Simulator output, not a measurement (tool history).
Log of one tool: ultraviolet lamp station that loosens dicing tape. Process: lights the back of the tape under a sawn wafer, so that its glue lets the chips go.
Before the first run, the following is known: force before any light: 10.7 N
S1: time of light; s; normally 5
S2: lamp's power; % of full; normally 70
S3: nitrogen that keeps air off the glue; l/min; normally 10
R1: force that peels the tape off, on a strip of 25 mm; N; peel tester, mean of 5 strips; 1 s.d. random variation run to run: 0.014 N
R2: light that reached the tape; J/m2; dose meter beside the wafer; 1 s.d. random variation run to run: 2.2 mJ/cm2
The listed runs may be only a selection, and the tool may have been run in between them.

Run 1, day 0.000: usual settings. Result: R1 0.696 N, R2 1890 J/m2.
Run 2, day 1.829: usual settings. Result: R1 0.727 N, R2 1840 J/m2.
Run 3, day 4.221: usual settings. Result: R1 0.766 N, R2 1810 J/m2.
Run 4, day 6.792: usual settings. Result: R1 0.822 N, R2 1750 J/m2.
Run 5, day 9.312: usual settings but S1 6 s. Result: R1 0.567 N, R2 2050 J/m2.
Run 6, day 11.054: usual settings but S1 6 s. Result: R1 0.585 N, R2 2000 J/m2.
Run 7, day 14.700: usual settings but S1 6 s. Result: R1 0.659 N, R2 1950 J/m2.
Run 8, day 17.112: usual settings but S1 6 s. Result: R1 0.709 N, R2 1880 J/m2.
Run 9, day 19.629: usual settings but S1 6 s. Result: R1 0.765 N, R2 1840 J/m2.
Run 10, day 22.329: usual settings. Result: R1 1.214 N, R2 1480 J/m2.
Run 11, day 26.292: usual settings. Result: R1 1.351 N, R2 1430 J/m2.
Run 12, day 29.900: usual settings. Result: R1 1.422 N, R2 1370 J/m2.
At day 31.462: window cleaned of glue's vapour.
Run 13, day 32.188: usual settings. Result: R1 1.172 N, R2 1550 J/m2.
Run 14, day 33.862: usual settings. Result: R1 1.229 N, R2 1470 J/m2.
Run 15, day 36.725: usual settings but S2 71 % of full. Result: R1 1.297 N, R2 1420 J/m2.
Run 16, day 38.792: usual settings but S2 84 % of full. Result: R1 0.951 N, R2 1640 J/m2.
Run 17, day 41.967: usual settings but S1 2 s. Result: R1 4.674 N, R2 550 J/m2.
Run 18, day 45.375: usual settings but S2 73 % of full. Result: R1 1.493 N, R2 1310 J/m2.
Run 19, day 48.738: usual settings but S2 73 % of full. Result: R1 1.630 N, R2 1260 J/m2.
At day 49.412: lamp changed.
Run 20, day 51.675: usual settings but S2 73 % of full. Result: R1 0.729 N, R2 1870 J/m2.
Run 21, day 54.354: usual settings but S2 60 % of full, S3 9 l/min. Result: R1 1.230 N, R2 1470 J/m2.
Run 22, day 56.917: usual settings but S2 60 % of full, S3 9 l/min. Result: R1 1.276 N, R2 1480 J/m2.
Run 23, day 59.925: usual settings but S2 60 % of full, S3 9 l/min. Result: R1 1.384 N, R2 1370 J/m2.
Run 24, day 61.925: usual settings but S1 8 s, S2 60 % of full, S3 9 l/min. Result: R1 0.516 N, R2 2220 J/m2.
At day 63.667: window cleaned of glue's vapour.
Run 25, day 65.875: usual settings but S1 8 s, S2 60 % of full, S3 9 l/min. Result: R1 0.425 N, R2 2410 J/m2.
Run 26, day 69.038: usual settings but S1 8 s, S2 60 % of full, S3 9 l/min. Result: R1 0.469 N, R2 2330 J/m2.
Run 27, day 70.779: usual settings but S1 8 s, S2 60 % of full, S3 9 l/min. Result: R1 0.483 N, R2 2300 J/m2.
Run 28, day 72.954: usual settings but S1 8 s, S2 60 % of full, S3 9 l/min. Result: R1 0.505 N, R2 2220 J/m2.
Run 29, day 76.729: usual settings but S1 8 s, S2 60 % of full, S3 9 l/min. Result: R1 0.555 N, R2 2120 J/m2.
Run 30, day 78.783: usual settings but S2 80 % of full, S3 14 l/min. Result: R1 0.739 N, R2 1750 J/m2.
Run 31, day 81.758: usual settings. Result: R1 1.159 N, R2 1470 J/m2.
Run 32, day 83.967: usual settings but S1 6 s, S2 96 % of full, S3 7 l/min. Result: R1 0.501 N, R2 2350 J/m2.
Run 33, day 86.408: usual settings but S1 6 s, S2 96 % of full, S3 7 l/min. Result: R1 0.566 N, R2 2280 J/m2.
Run 34, day 88.404: usual settings but S1 4 s, S2 98 % of full, S3 9 l/min. Result: R1 1.183 N, R2 1560 J/m2.
Run 35, day 90.388: usual settings but S1 6 s, S2 85 % of full, S3 8 l/min. Result: R1 0.748 N, R2 1940 J/m2.
Run 36, day 94.000: usual settings but S1 6 s, S2 79 % of full, S3 8 l/min. Result: R1 0.956 N, R2 1750 J/m2.
At day 95.879: window cleaned of glue's vapour.
Run 37, day 97.338: usual settings but S1 6 s, S2 62 % of full, S3 6 l/min. Result: R1 1.443 N, R2 1490 J/m2.
Run 38, day 101.271: usual settings but S1 3 s, S2 93 % of full, S3 15 l/min. Result: R1 2.023 N, R2 1100 J/m2.
Run 39, day 104.542: usual settings but S1 7 s, S2 74 % of full. Result: R1 0.739 N, R2 1880 J/m2.

Below are 3 alternative next runs, each starting from the tool's condition after run 39. Predict each:
At day 105.242: lamp changed.
Run A, day 106.204: usual settings but S2 74 % of full. Result: R1 ?, R2 ?.
At day 105.242: lamp changed.
Run B, day 106.204: usual settings but S1 3 s, S3 18 l/min. Result: R1 ?, R2 ?.
At day 105.242: lamp changed.
Run C, day 106.204: usual settings but S1 2 s, S2 72 % of full, S3 3 l/min. Result: R1 ?, R2 ?.

run     R1    R2
  A  0.625  1980
  B  1.634  1140
  C  4.510   770
The same runs, with their run-to-run variation unchanged, on a tool lacking any hidden condition would have given:
run     R1    R2
  A  0.553  2080
  B  1.488  1200
  C  4.307   810

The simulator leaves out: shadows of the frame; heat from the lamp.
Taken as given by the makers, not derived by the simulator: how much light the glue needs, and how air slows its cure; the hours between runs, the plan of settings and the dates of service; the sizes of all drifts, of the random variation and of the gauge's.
